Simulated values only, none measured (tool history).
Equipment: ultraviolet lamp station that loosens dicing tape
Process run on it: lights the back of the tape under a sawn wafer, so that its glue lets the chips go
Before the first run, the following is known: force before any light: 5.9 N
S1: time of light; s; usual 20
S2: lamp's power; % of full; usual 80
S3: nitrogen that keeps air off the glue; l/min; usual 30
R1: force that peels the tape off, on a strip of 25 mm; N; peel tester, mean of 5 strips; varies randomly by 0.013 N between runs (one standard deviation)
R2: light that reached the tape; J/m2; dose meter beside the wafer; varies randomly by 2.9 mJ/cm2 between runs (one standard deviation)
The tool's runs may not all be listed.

run,hour,S1,S2,S3,R1,R2
1,0,20,80,30,1.095,2970
2,41.1,20,80,30,1.095,2850
3,84.4,20,80,30,1.151,2780
4,106,26,80,30,0.734,3610
5,124.6,26,80,30,0.763,3620
# hour 132.1: window cleaned of glue's vapour
6,165,26,80,30,0.647,4060
7,205.2,26,80,30,0.637,3950
8,245.1,26,80,30,0.623,3830
9,284.2,26,80,30,0.672,3810
10,311.1,26,80,54,0.499,3800
11,346.5,18,80,30,1.335,2570
12,382.6,18,80,30,1.31,2520
13,425.9,20,80,15,1.65,2730
14,444.4,16,67,12,2.648,1830
15,481.5,16,67,12,2.688,1810
16,514.4,16,67,12,2.724,1790
17,538.3,16,67,12,2.757,1790
18,569.2,16,74,12,2.573,1910
19,600.1,24,72,12,1.821,2760
20,634.1,24,72,12,1.796,2680
# hour 641.5: window cleaned of glue's vapour
21,677,24,72,12,1.525,3050
22,699.8,24,62,26,1.308,2660
23,720.7,17,62,29,2.08,1840
24,754,17,62,29,2.07,1830
25,786.8,17,62,29,2.065,1800
26,819,17,62,29,2.11,1770

Predict each of these 5 candidate next runs independently; none follows another, all start after run 26:
A,854.3,36,80,18,?,?
B,854.3,17,62,21,?,?
C,854.3,15,84,29,?,?
D,854.3,17,92,12,?,?
E,854.3,10,62,29,?,?

run,R1,R2
A,0.62,4690
B,2.406,1780
C,1.754,2100
D,1.971,2580
E,3.131,1020
What these runs would have given with no unlogged condition in the tool:
run,R1,R2
A,0.245,7250
B,1.492,2720
C,0.944,3220
D,1.111,3980
E,2.274,1580
